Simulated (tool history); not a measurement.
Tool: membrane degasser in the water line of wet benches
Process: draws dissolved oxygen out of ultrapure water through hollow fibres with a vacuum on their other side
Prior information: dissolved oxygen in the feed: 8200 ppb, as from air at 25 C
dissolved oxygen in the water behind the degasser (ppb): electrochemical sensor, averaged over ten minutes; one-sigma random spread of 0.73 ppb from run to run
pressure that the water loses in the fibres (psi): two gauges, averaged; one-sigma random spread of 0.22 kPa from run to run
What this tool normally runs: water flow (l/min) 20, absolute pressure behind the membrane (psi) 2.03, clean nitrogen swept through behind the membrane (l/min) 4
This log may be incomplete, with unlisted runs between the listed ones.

| run | hour | water flow (l/min) | absolute pressure behind the membrane (psi) | clean nitrogen swept through behind the membrane (l/min) | dissolved oxygen in the water behind the degasser (ppb) | pressure that the water loses in the fibres (psi) |
|---|---|---|---|---|---|---|
| 1 | 0 | 20 | 2.03 | 4 | 143.6 | 7.8 |
| 2 | 42.2 | 20 | 2.03 | 4 | 143.4 | 7.784 |
| 3 | 62.2 | 20 | 2.03 | 4 | 142.3 | 7.758 |
| 4 | 89.5 | 20 | 2.03 | 8.97 | 71 | 7.809 |
| 5 | 119 | 20 | 2.03 | 8.97 | 71 | 7.804 |
| 6 | 143.2 | 20 | 2.03 | 8.97 | 71.1 | 7.762 |
| 7 | 183.4 | 20 | 2.03 | 8.97 | 70.8 | 7.799 |
| 8 | 205.4 | 14 | 2.03 | 4 | 97.1 | 5.474 |
| 9 | 249.2 | 14 | 2.03 | 4 | 96.9 | 5.459 |
| 10 | 279 | 20 | 2.03 | 4.75 | 122.4 | 7.806 |
| 11 | 298.6 | 17 | 2.03 | 4 | 118.6 | 6.659 |
| 12 | 334.6 | 17 | 2.03 | 2.69 | 171.1 | 6.54 |
| 13 | 359 | 12 | 2.03 | 2.69 | 122.7 | 4.66 |
| 14 | 400.8 | 12 | 2.03 | 2.69 | 121.7 | 4.66 |
| 15 | 433.5 | 23 | 2.03 | 2.69 | 236.8 | 8.955 |
| 16 | 454.8 | 23 | 2.03 | 2.69 | 237.8 | 8.952 |
| 17 | 502 | 20 | 2.03 | 5.31 | 111.5 | 7.765 |
| 18 | 544.1 | 20 | 2.03 | 5.31 | 110.6 | 7.832 |
| 19 | 584.3 | 19 | 2.03 | 4 | 133.4 | 7.349 |
| 20 | 608.7 | 19 | 2.03 | 4 | 133.6 | 7.404 |
| 21 | 631.6 | 26 | 2.03 | 3.13 | 240.2 | 10.177 |
| 22 | 654.1 | 26 | 2.03 | 3.13 | 243.4 | 10.073 |
| 23 | 684.3 | 29 | 5.03 | 1.73 | 1110.2 | 11.259 |
| 24 | 712.7 | 29 | 5.03 | 1.73 | 1102.2 | 11.248 |
| 25 | 747.9 | 29 | 5.03 | 1.73 | 1109.7 | 11.297 |
| 26 | 777 | 26 | 2.68 | 2.72 | 369.5 | 10.125 |
| 27 | 817.7 | 26 | 2.68 | 2.72 | 370.5 | 10.153 |
| 28 | 860.2 | 26 | 2.68 | 2.72 | 367.5 | 10.084 |
| 29 | 887.2 | 20 | 4.09 | 8.02 | 163.9 | 7.831 |
| 30 | 929.5 | 22 | 1.52 | 8.02 | 65.4 | 8.556 |
| 31 | 964.3 | 22 | 5 | 4.36 | 392.5 | 8.647 |
| 32 | 1000.6 | 24 | 4.25 | 9.26 | 188.9 | 9.335 |

Removed from this log: 2 entries logged between the listed runs. Between which two listed runs does each belong, and how does the tool's hidden state at the listed run before it compare with that at the listed run after it?
Run 11 -> run 12: vacuum gauge calibrated (hour 303.3)
  true pressure behind the membrane over the reading, kPa: 0.03 -> 0.04; air that leaks in behind the membrane, l/min: 0.02 -> 0.0201
  difference, measured minus the result without the unlogged condition, dissolved oxygen in the water behind the degasser (ppb): +3.9 -> +5.5; pressure that the water loses in the fibres (psi): +0.032 -> +0.032
Run 13 -> run 14: vacuum gauge calibrated, once more (hour 395.1)
  true pressure behind the membrane over the reading, kPa: 0.04 -> 0
  difference, measured minus the result without the unlogged condition, dissolved oxygen in the water behind the degasser (ppb): +5.5 -> +5.1; pressure that the water loses in the fibres (psi): +0.023 -> +0.025
